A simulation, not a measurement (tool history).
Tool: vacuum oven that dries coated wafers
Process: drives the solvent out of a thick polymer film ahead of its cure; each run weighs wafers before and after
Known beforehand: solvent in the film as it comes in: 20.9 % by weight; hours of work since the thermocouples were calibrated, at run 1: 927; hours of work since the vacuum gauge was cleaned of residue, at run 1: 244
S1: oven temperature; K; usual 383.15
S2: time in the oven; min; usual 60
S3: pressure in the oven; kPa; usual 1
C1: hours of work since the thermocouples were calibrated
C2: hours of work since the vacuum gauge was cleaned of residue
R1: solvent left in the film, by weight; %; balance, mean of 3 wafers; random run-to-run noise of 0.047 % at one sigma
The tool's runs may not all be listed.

run,hour,S1,S2,S3,C1,C2,R1
1,0,383.15,60,1,927,244,1.68
2,77.2,383.15,60,1,981,299,1.65
3,128.9,390.15,60,1,1018,335,0.82
4,232.7,375.15,60,1,1092,409,3.84
5,310,375.15,60,1,1146,464,3.81
6,354.9,375.15,60,1,1178,496,3.84
7,423.9,375.15,60,1,1227,545,3.82
8,470.9,375.15,60,1,1260,578,3.85
9,569.5,375.15,60,1,1330,648,3.88
10,654.7,391.15,60,1,1391,708,0.79
11,734,391.15,60,1,1447,764,0.69
# hour 744.6: vacuum gauge cleaned of residue and calibrated
12,794.2,391.15,60,1,1489,35,0.88
# hour 806.5: oven's thermocouples calibrated
13,872.4,383.15,60,1.66,47,89,1.96
# hour 933.9: vacuum gauge cleaned of residue and calibrated, once more
14,933.9,383.15,60,1.66,89,0,1.97
15,1043.1,395.15,79,2.34,167,77,0.88
16,1152.2,387.15,60,0.81,244,155,0.91
17,1258.1,387.15,60,0.73,319,230,0.89
18,1368.9,397.15,45,0.73,398,308,0.51
19,1429.6,397.15,45,0.73,441,352,0.54
20,1526.3,397.15,45,0.73,509,420,0.48
21,1609.1,396.15,99,3.75,568,479,1.35
22,1662.8,396.15,99,3.75,606,517,1.46
23,1725.1,396.15,99,3.75,650,561,1.48
24,1813.5,377.15,84,1.81,713,624,2.45
25,1909,372.15,60,1,781,691,4.99
26,1991,394.15,40,0.65,839,750,0.93
27,2081,371.15,53,0.85,903,813,6.01

Here are 5 independent what-if runs from the current tool condition. What would each one return?
A,2148.1,383.15,33,0.62,950,861,?
B,2148.1,370.15,65,0.89,950,861,?
C,2148.1,371.15,35,1.02,950,861,?
D,2148.1,383.15,34,0.67,950,861,?
E,2148.1,384.15,60,0.57,950,861,?

run,R1
A,4.27
B,5.18
C,8.51
D,4.2
E,1.44
Stripped of hidden state, with their random variation kept, the same runs would have yielded:
run,R1
A,3.72
B,4.54
C,7.88
D,3.65
E,1.14
